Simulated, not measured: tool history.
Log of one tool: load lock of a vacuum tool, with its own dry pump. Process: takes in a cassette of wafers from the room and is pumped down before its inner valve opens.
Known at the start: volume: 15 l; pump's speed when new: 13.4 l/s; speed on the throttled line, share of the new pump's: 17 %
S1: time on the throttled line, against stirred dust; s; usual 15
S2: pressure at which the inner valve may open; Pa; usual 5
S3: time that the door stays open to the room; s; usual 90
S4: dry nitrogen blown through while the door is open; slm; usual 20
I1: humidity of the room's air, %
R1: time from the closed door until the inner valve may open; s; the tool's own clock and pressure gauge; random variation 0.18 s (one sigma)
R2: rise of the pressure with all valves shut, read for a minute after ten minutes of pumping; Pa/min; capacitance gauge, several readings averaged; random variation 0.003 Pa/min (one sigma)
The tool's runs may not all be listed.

{"run": 1, "hour": 0.0, "S1": 15, "S2": 5, "S3": 90, "S4": 20, "I1": 43.5, "R1": 23.4, "R2": 0.044}
{"run": 2, "hour": 100.7, "S1": 15, "S2": 5, "S3": 90, "S4": 5, "I1": 44.7, "R1": 23.7, "R2": 0.087}
{"run": 3, "hour": 205.9, "S1": 15, "S2": 5, "S3": 90, "S4": 5, "I1": 43.0, "R1": 23.8, "R2": 0.081}
{"run": 4, "hour": 318.8, "S1": 18, "S2": 5, "S3": 90, "S4": 5, "I1": 48.5, "R1": 26.4, "R2": 0.086}
{"run": 5, "hour": 415.2, "S1": 13, "S2": 5, "S3": 90, "S4": 20, "I1": 46.0, "R1": 21.9, "R2": 0.055}
{"run": 6, "hour": 466.6, "S1": 13, "S2": 5, "S3": 90, "S4": 20, "I1": 43.3, "R1": 22.0, "R2": 0.045}
{"run": 7, "hour": 538.9, "S1": 18, "S2": 5, "S3": 90, "S4": 20, "I1": 43.6, "R1": 25.7, "R2": 0.045}
{"run": 8, "hour": 651.8, "S1": 18, "S2": 5, "S3": 90, "S4": 20, "I1": 43.7, "R1": 26.2, "R2": 0.049}
{"run": 9, "hour": 718.6, "S1": 18, "S2": 5, "S3": 90, "S4": 20, "I1": 43.3, "R1": 25.9, "R2": 0.046}
{"run": 10, "hour": 821.3, "S1": 18, "S2": 5, "S3": 90, "S4": 20, "I1": 41.6, "R1": 26.1, "R2": 0.048}
{"run": 11, "hour": 886.6, "S1": 9, "S2": 5, "S3": 72, "S4": 20, "I1": 48.2, "R1": 18.9, "R2": 0.048}
{"run": 12, "hour": 955.0, "S1": 23, "S2": 7, "S3": 71, "S4": 21, "I1": 42.8, "R1": 30.1, "R2": 0.039}
{"run": 13, "hour": 1018.6, "S1": 23, "S2": 7, "S3": 94, "S4": 21, "I1": 45.1, "R1": 30.1, "R2": 0.045}
{"run": 14, "hour": 1093.2, "S1": 17, "S2": 7, "S3": 35, "S4": 9, "I1": 47.3, "R1": 24.8, "R2": 0.044}
{"run": 15, "hour": 1211.9, "S1": 17, "S2": 7, "S3": 35, "S4": 9, "I1": 43.7, "R1": 25.1, "R2": 0.042}
{"run": 16, "hour": 1274.9, "S1": 17, "S2": 7, "S3": 96, "S4": 9, "I1": 46.7, "R1": 24.8, "R2": 0.073}
{"run": 17, "hour": 1376.8, "S1": 17, "S2": 5, "S3": 96, "S4": 9, "I1": 43.9, "R1": 25.5, "R2": 0.067}
{"run": 18, "hour": 1475.6, "S1": 15, "S2": 5, "S3": 83, "S4": 18, "I1": 45.7, "R1": 23.8, "R2": 0.048}
{"run": 19, "hour": 1570.4, "S1": 29, "S2": 5, "S3": 83, "S4": 44, "I1": 49.7, "R1": 35.4, "R2": 0.033}

4 ways to go on from here, each from the tool as it stands after run 19. What would each give?
{"run": "A", "hour": 1660.0, "S1": 22, "S2": 6, "S3": 83, "S4": 16, "I1": 48.2, "R1": "?", "R2": "?"}
{"run": "B", "hour": 1660.0, "S1": 15, "S2": 5, "S3": 192, "S4": 20, "I1": 45.8, "R1": "?", "R2": "?"}
{"run": "C", "hour": 1660.0, "S1": 29, "S2": 6, "S3": 71, "S4": 44, "I1": 47.0, "R1": "?", "R2": "?"}
{"run": "D", "hour": 1660.0, "S1": 29, "S2": 8, "S3": 142, "S4": 44, "I1": 45.3, "R1": "?", "R2": "?"}

run=A R1=29.5 R2=0.059
run=B R1=23.9 R2=0.080
run=C R1=35.0 R2=0.029
run=D R1=34.5 R2=0.041
Without the tool's hidden state the same runs would have given:
run=A R1=29.5 R2=0.059
run=B R1=23.9 R2=0.080
run=C R1=35.0 R2=0.029
run=D R1=34.5 R2=0.041
